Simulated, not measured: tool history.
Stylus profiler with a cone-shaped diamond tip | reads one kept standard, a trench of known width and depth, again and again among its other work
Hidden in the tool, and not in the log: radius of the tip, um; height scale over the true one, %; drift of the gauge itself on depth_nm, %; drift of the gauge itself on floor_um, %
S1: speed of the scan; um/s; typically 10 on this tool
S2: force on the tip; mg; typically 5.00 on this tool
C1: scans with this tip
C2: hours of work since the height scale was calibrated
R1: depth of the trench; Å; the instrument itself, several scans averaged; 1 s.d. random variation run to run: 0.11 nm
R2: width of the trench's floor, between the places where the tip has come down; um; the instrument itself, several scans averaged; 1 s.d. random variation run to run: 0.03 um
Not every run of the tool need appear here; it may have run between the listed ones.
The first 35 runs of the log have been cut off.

run	hour	S1	S2	C1	C2	R1	R2
36	1034.2	28	2.57	6867	257	5067.1	46.03
37	1071.6	28	2.57	7077	280	5067.7	46.01
38	1090.2	7	12.34	7182	292	5186.8	46.17
39	1127.5	2	9.78	7391	316	5158.9	46.18
40	1146.8	2	9.78	7499	328	5160.6	46.12
41	1183.8	2	9.78	7707	351	5159.7	46.15
42	1205.9	2	9.78	7831	365	5161.4	46.07
43	1240.4	22	6.26	8025	387	5119.4	46.00

Forecast each of these 4 alternatives for the next run:
A	1271.0	10	10.75	8197	406	?	?
B	1271.0	16	5.59	8197	406	?	?
C	1271.0	33	2.20	8197	406	?	?
D	1271.0	18	2.03	8197	406	?	?

run	R1	R2
A	5175.1	46.00
B	5112.4	45.99
C	5060.9	45.82
D	5058.6	45.92
The same runs, with their run-to-run variation unchanged, on a tool lacking any hidden condition would have given:
run	R1	R2
A	5171.4	47.31
B	5108.8	47.30
C	5057.3	47.12
D	5055.0	47.22
